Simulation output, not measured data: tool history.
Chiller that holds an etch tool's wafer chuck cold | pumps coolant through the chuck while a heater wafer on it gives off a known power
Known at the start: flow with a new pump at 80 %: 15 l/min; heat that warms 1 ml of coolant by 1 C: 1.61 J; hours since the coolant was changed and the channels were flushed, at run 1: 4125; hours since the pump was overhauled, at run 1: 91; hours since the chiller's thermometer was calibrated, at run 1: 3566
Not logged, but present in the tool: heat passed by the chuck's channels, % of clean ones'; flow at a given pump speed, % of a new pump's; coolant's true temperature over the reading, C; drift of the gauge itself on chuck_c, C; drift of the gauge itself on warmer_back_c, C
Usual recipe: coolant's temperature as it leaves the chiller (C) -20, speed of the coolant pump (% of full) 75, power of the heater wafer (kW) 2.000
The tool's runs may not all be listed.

run	hour	coolant's temperature as it leaves the chiller (C)	speed of the coolant pump (% of full)	power of the heater wafer (kW)	hours since the coolant was changed and the channels were flushed	hours since the pump was overhauled	hours since the chiller's thermometer was calibrated	chuck's temperature once it has settled (C)	how much warmer the coolant comes back (C)
1	0.0	-20	75	2.000	4125	91	3566	1.9	5.34
2	34.2	-20	75	2.000	4159	125	3600	2.0	5.35
3	78.4	-20	75	2.000	4203	169	3645	2.0	5.36
4	109.4	-20	75	2.000	4234	200	3676	1.9	5.35
5	140.8	-20	75	2.000	4266	232	3707	1.9	5.38
6	179.7	-20	75	2.000	4305	270	3746	2.0	5.38
7	201.2	-20	75	2.000	4326	292	3767	1.8	5.38
8	237.1	-20	75	2.000	4362	328	3803	2.0	5.35
9	258.4	-20	73	2.000	4383	349	3825	2.4	5.57
# hour 287.4: chiller's thermometer calibrated
10	287.4	-20	73	2.000	4411	377	0	3.0	5.52
11	329.7	-20	73	2.000	4454	419	42	3.1	5.52
12	362.4	-20	73	2.000	4486	452	75	3.2	5.57
13	405.0	-20	73	2.000	4529	495	118	3.2	5.53
14	450.6	-20	73	2.000	4575	540	163	3.3	5.57
15	497.4	-20	75	2.000	4621	587	210	2.9	5.42
16	519.4	-20	75	2.000	4643	609	232	2.9	5.37
17	565.6	-20	69	2.000	4690	655	278	4.1	5.96
18	603.9	-16	67	2.403	4728	694	316	13.9	7.38
19	653.6	-18	75	2.113	4778	743	366	6.2	5.67
20	692.6	-14	86	2.113	4817	782	405	8.3	4.88
21	740.5	-23	86	1.842	4865	830	453	-3.7	4.26
22	772.3	-20	75	2.821	4896	862	485	12.6	7.70
23	797.8	-21	85	2.218	4922	888	510	2.7	5.25
24	818.8	-22	75	1.907	4943	909	531	0.1	5.15
25	862.2	-27	82	1.589	4986	952	575	-9.6	3.94
26	910.0	-25	82	1.357	5034	1000	623	-10.2	3.32
27	942.6	-17	83	1.520	5067	1032	655	-0.5	3.67
28	977.5	-14	97	1.619	5102	1067	690	1.9	3.25
29	1029.4	-20	99	2.000	5153	1119	742	-0.8	3.93

Consider 3 possible next runs. They are alternatives, not a sequence: every one starts from the tool as it was left by run 29. What does each give?
A	1068.1	-17	75	2.000	5192	1158	781	?	?
B	1068.1	-20	100	2.000	5192	1158	781	?	?
C	1068.1	-20	78	2.810	5192	1158	781	?	?

run	chuck's temperature once it has settled (C)	how much warmer the coolant comes back (C)
A	6.4	5.44
B	-0.8	3.97
C	11.9	7.28
What these runs would have given with no unlogged condition in the tool:
run	chuck's temperature once it has settled (C)	how much warmer the coolant comes back (C)
A	3.2	5.34
B	-3.5	3.89
C	7.5	7.14
